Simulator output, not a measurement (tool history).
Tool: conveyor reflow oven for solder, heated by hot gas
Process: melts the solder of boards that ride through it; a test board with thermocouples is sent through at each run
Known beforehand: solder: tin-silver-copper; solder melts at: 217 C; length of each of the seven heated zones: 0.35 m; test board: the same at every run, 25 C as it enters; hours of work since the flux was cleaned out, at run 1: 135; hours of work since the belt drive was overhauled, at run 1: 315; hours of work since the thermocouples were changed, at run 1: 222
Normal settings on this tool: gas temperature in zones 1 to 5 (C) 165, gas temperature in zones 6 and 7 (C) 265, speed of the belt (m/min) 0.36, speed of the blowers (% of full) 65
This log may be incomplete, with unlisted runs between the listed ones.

| run | day | gas temperature in zones 1 to 5 (C) | gas temperature in zones 6 and 7 (C) | speed of the belt (m/min) | speed of the blowers (% of full) | hours of work since the flux was cleaned out | hours of work since the belt drive was overhauled | hours of work since the thermocouples were changed | highest temperature of the board (C) | time above the solder's melting point (s) |
|---|---|---|---|---|---|---|---|---|---|---|
| 1 | 0 | 165 | 265 | 0.36 | 65 | 135 | 315 | 222 | 247.9 | 78.3 |
| 2 | 2.142 | 155 | 265 | 0.36 | 65 | 161 | 341 | 248 | 246 | 71.4 |
| 3 | 3.762 | 165 | 265 | 0.396 | 65 | 181 | 360 | 268 | 244.6 | 65.6 |
| 4 | 6.467 | 165 | 265 | 0.36 | 65 | 214 | 394 | 301 | 247.4 | 78.5 |
|  | 6.871 | flux residue cleaned out of gas plates and filters |
| 5 | 9.308 | 165 | 265 | 0.36 | 65 | 30 | 426 | 333 | 248.2 | 79.3 |
| 6 | 10.496 | 165 | 265 | 0.36 | 65 | 44 | 440 | 348 | 248.1 | 79.1 |
| 7 | 12.154 | 165 | 265 | 0.36 | 65 | 65 | 460 | 368 | 248.1 | 79 |
| 8 | 14.683 | 165 | 265 | 0.36 | 65 | 95 | 491 | 399 | 247.9 | 78.6 |
| 9 | 17.325 | 165 | 265 | 0.36 | 65 | 128 | 524 | 431 | 247.3 | 78.7 |
| 10 | 19.783 | 165 | 265 | 0.36 | 65 | 158 | 554 | 461 | 247.3 | 78.4 |
| 11 | 20.983 | 165 | 265 | 0.36 | 65 | 172 | 568 | 476 | 247.4 | 78.6 |
| 12 | 22.854 | 165 | 265 | 0.36 | 65 | 195 | 591 | 499 | 247 | 78 |
| 13 | 24.025 | 165 | 265 | 0.36 | 65 | 210 | 606 | 513 | 246.9 | 77.5 |
|  | 24.679 | flux residue cleaned out of gas plates and filters |
| 14 | 25.638 | 165 | 265 | 0.36 | 65 | 12 | 623 | 530 | 247.3 | 79.1 |
| 15 | 27.733 | 165 | 265 | 0.36 | 65 | 37 | 648 | 556 | 247.4 | 78.7 |
| 16 | 29.742 | 165 | 265 | 0.36 | 65 | 62 | 673 | 580 | 247.2 | 78.4 |
| 17 | 32.029 | 155 | 265 | 0.36 | 61 | 90 | 701 | 608 | 244.2 | 68.6 |
| 18 | 33.983 | 170 | 265 | 0.398 | 58 | 114 | 725 | 632 | 242.1 | 64.3 |
| 19 | 35.875 | 165 | 265 | 0.389 | 65 | 137 | 748 | 655 | 244.1 | 67.6 |
| 20 | 37.767 | 165 | 265 | 0.389 | 65 | 160 | 771 | 678 | 244 | 67.3 |
| 21 | 40.275 | 165 | 265 | 0.369 | 82 | 191 | 802 | 709 | 249.9 | 81.3 |
| 22 | 41.808 | 156 | 265 | 0.406 | 79 | 209 | 820 | 728 | 244.8 | 62.5 |
|  | 42.658 | flux residue cleaned out of gas plates and filters |
| 23 | 43.342 | 165 | 265 | 0.355 | 65 | 8 | 836 | 744 | 248 | 81.3 |
| 24 | 45.142 | 175 | 256 | 0.364 | 72 | 30 | 858 | 766 | 242 | 78.1 |
| 25 | 46.817 | 172 | 276 | 0.366 | 51 | 51 | 879 | 786 | 252.3 | 85.7 |
| 26 | 48.317 | 164 | 276 | 0.366 | 65 | 69 | 897 | 805 | 256 | 86.4 |
| 27 | 50.917 | 164 | 268 | 0.311 | 62 | 101 | 929 | 837 | 253 | 100.7 |
| 28 | 52.167 | 164 | 268 | 0.292 | 70 | 116 | 944 | 852 | 255.5 | 113.2 |

4 ways to go on from here, each from the tool as it stands after run 28. What would each give?
|  | 53.258 | belt drive overhauled, speed set with a stopwatch |
| A | 54.5 | 164 | 268 | 0.32 | 70 | 143 | 15 | 878 | ? | ? |
|  | 53.258 | belt drive overhauled, speed set with a stopwatch |
| B | 54.5 | 166 | 260 | 0.292 | 70 | 143 | 15 | 878 | ? | ? |
|  | 53.258 | belt drive overhauled, speed set with a stopwatch |
| C | 54.5 | 179 | 277 | 0.292 | 70 | 143 | 15 | 878 | ? | ? |
|  | 53.258 | belt drive overhauled, speed set with a stopwatch |
| D | 54.5 | 165 | 258 | 0.36 | 65 | 143 | 15 | 878 | ? | ? |

| run | highest temperature of the board (C) | time above the solder's melting point (s) |
|---|---|---|
| A | 252.9 | 95.9 |
| B | 247.6 | 101.8 |
| C | 265.1 | 127.6 |
| D | 239.4 | 66.7 |
Stripped of hidden state, with their random variation kept, the same runs would have yielded:
| run | highest temperature of the board (C) | time above the solder's melting point (s) |
|---|---|---|
| A | 256.2 | 99.5 |
| B | 250.9 | 106.1 |
| C | 268.4 | 130 |
| D | 242.6 | 71.7 |
